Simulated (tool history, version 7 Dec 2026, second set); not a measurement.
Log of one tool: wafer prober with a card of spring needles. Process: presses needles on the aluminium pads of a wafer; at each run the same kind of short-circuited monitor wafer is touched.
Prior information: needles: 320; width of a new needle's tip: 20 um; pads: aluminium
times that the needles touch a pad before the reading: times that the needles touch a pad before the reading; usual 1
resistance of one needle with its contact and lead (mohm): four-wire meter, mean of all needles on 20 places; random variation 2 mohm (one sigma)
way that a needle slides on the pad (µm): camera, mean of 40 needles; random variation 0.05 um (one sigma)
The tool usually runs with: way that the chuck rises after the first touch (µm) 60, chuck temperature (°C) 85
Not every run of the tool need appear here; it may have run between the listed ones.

run    day  way that the chuck rises after the first touch (µm)  chuck temperature (°C)  times that the needles touch a pad before the reading  resistance of one needle with its contact and lead (mohm)  way that a needle slides on the pad (µm)
  1      0                                                   60                      85                                                      1                                                        282                                     15.76
  2  0.358                                                   60                      85                                                      1                                                        290                                     15.76
     0.625  -- tips cleaned on abrasive film
  3  0.625                                                   60                      85                                                      1                                                        317                                     15.66
  4  1.058                                                   60                      85                                                      1                                                        305                                     15.74
  5  1.467                                                   60                      85                                                      1                                                        297                                     15.72
  6  1.812                                                   59                      85                                                      1                                                        297                                     15.46
  7  2.175                                                   59                      85                                                      1                                                        292                                     15.59
     2.279  -- tips cleaned on abrasive film
  8  2.521                                                   60                      85                                                      1                                                        257                                     15.76
  9  2.967                                                   60                      64                                                      1                                                        280                                     15.71
 10  3.396                                                   60                      85                                                      1                                                        290                                     15.73
     3.654  -- tips cleaned on abrasive film, once more
 11  3.917                                                   60                      85                                                      1                                                        248                                     15.67
 12  4.267                                                   60                      85                                                      1                                                        280                                     15.75
 13  4.696                                                   67                      85                                                      1                                                        270                                     17.56
 14  5.021                                                   67                      85                                                      1                                                        278                                     17.57
     5.279  -- tips cleaned on abrasive film
 15  5.429                                                   40                      85                                                      1                                                        280                                     10.44
 16  5.671                                                   40                      85                                                      1                                                        327                                      10.4
 17  6.162                                                   75                      85                                                      2                                                        239                                     19.69
 18  6.396                                                   75                      85                                                      2                                                        237                                     19.65
 19    6.8                                                   75                     122                                                      3                                                        237                                     19.75
     6.908  -- tips cleaned on abrasive film
 20  7.171                                                   47                      53                                                      1                                                        283                                     12.28

Predict the results of run 21:
 21  7.629                                                   44                      47                                                      2                                                          ?                                         ?

{"run 21": {"resistance of one needle with its contact and lead (mohm)": 286, "way that a needle slides on the pad (µm)": 11.5}}
With no hidden state in the tool, this same run would have given resistance of one needle with its contact and lead (mohm) 205, way that a needle slides on the pad (µm) 11.67.
